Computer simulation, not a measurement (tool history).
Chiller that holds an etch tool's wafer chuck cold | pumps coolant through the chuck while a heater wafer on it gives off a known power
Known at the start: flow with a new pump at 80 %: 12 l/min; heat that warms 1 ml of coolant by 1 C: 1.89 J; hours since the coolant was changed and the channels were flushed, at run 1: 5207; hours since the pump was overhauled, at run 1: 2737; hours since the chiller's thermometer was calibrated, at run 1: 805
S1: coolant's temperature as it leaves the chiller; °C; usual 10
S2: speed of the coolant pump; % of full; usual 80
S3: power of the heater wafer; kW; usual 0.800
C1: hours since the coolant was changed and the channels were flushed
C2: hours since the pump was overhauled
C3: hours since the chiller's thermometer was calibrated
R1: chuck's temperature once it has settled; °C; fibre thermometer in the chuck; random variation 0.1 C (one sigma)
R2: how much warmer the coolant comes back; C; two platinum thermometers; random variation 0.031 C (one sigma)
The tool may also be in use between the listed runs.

{"run": 1, "day": 0.0, "S1": 10, "S2": 80, "S3": 0.8, "C1": 5207, "C2": 2737, "C3": 805, "R1": 20.2, "R2": 2.17}
{"run": 2, "day": 3.125, "S1": 19, "S2": 80, "S3": 0.8, "C1": 5282, "C2": 2812, "C3": 880, "R1": 29.2, "R2": 2.27}
{"run": 3, "day": 6.267, "S1": 18, "S2": 80, "S3": 0.8, "C1": 5358, "C2": 2887, "C3": 955, "R1": 28.3, "R2": 2.16}
{"run": 4, "day": 9.704, "S1": 18, "S2": 80, "S3": 0.8, "C1": 5440, "C2": 2970, "C3": 1038, "R1": 28.2, "R2": 2.24}
{"run": 5, "day": 11.692, "S1": 18, "S2": 80, "S3": 0.8, "C1": 5488, "C2": 3017, "C3": 1085, "R1": 28.2, "R2": 2.21}
{"run": 6, "day": 13.175, "S1": 18, "S2": 80, "S3": 0.8, "C1": 5523, "C2": 3053, "C3": 1121, "R1": 28.3, "R2": 2.17}
{"run": 7, "day": 16.358, "S1": 18, "S2": 80, "S3": 0.8, "C1": 5600, "C2": 3129, "C3": 1197, "R1": 28.3, "R2": 2.26}
{"run": 8, "day": 19.533, "S1": 18, "S2": 80, "S3": 0.472, "C1": 5676, "C2": 3206, "C3": 1274, "R1": 23.9, "R2": 1.3}
{"run": 9, "day": 22.612, "S1": 18, "S2": 80, "S3": 0.472, "C1": 5750, "C2": 3280, "C3": 1348, "R1": 24.0, "R2": 1.3}
{"run": 10, "day": 25.504, "S1": 3, "S2": 80, "S3": 0.472, "C1": 5819, "C2": 3349, "C3": 1417, "R1": 9.1, "R2": 1.27}
{"run": 11, "day": 28.546, "S1": 3, "S2": 80, "S3": 0.472, "C1": 5892, "C2": 3422, "C3": 1490, "R1": 9.0, "R2": 1.3}
{"run": 12, "day": 31.696, "S1": 3, "S2": 80, "S3": 0.472, "C1": 5968, "C2": 3498, "C3": 1566, "R1": 9.0, "R2": 1.3}
{"run": 13, "day": 34.958, "S1": 10, "S2": 80, "S3": 0.485, "C1": 6046, "C2": 3576, "C3": 1644, "R1": 16.2, "R2": 1.37}
{"run": 14, "day": 38.075, "S1": 10, "S2": 80, "S3": 0.485, "C1": 6121, "C2": 3651, "C3": 1719, "R1": 16.3, "R2": 1.37}
{"run": 15, "day": 39.804, "S1": 10, "S2": 81, "S3": 0.576, "C1": 6163, "C2": 3692, "C3": 1760, "R1": 17.2, "R2": 1.6}
{"run": 16, "day": 41.708, "S1": 10, "S2": 81, "S3": 0.576, "C1": 6208, "C2": 3738, "C3": 1806, "R1": 17.4, "R2": 1.59}
{"run": 17, "day": 44.521, "S1": 10, "S2": 69, "S3": 0.8, "C1": 6276, "C2": 3805, "C3": 1873, "R1": 21.6, "R2": 2.66}
{"day": 44.712, "done": "chiller's thermometer calibrated"}
{"run": 18, "day": 46.021, "S1": 16, "S2": 86, "S3": 0.659, "C1": 6311, "C2": 3840, "C3": 31, "R1": 24.1, "R2": 1.74}
{"run": 19, "day": 48.958, "S1": 16, "S2": 86, "S3": 0.659, "C1": 6381, "C2": 3911, "C3": 102, "R1": 24.0, "R2": 1.72}
{"day": 50.271, "done": "chiller's thermometer calibrated, once more"}
{"run": 20, "day": 52.396, "S1": 16, "S2": 86, "S3": 0.659, "C1": 6463, "C2": 3992, "C3": 51, "R1": 24.2, "R2": 1.69}
{"run": 21, "day": 54.25, "S1": 16, "S2": 86, "S3": 0.659, "C1": 6507, "C2": 4037, "C3": 95, "R1": 24.3, "R2": 1.71}
{"run": 22, "day": 57.354, "S1": 16, "S2": 65, "S3": 0.966, "C1": 6582, "C2": 4111, "C3": 170, "R1": 31.0, "R2": 3.47}

The next listed run, before its measurement:
{"run": 23, "day": 60.471, "S1": 16, "S2": 65, "S3": 0.966, "C1": 6657, "C2": 4186, "C3": 245, "R1": "?", "R2": "?"}

{"run 23": {"R1": 30.9, "R2": 3.52}}
Without the tool's hidden state the same run would have given R1 29.2 °C, R2 3.31 C.
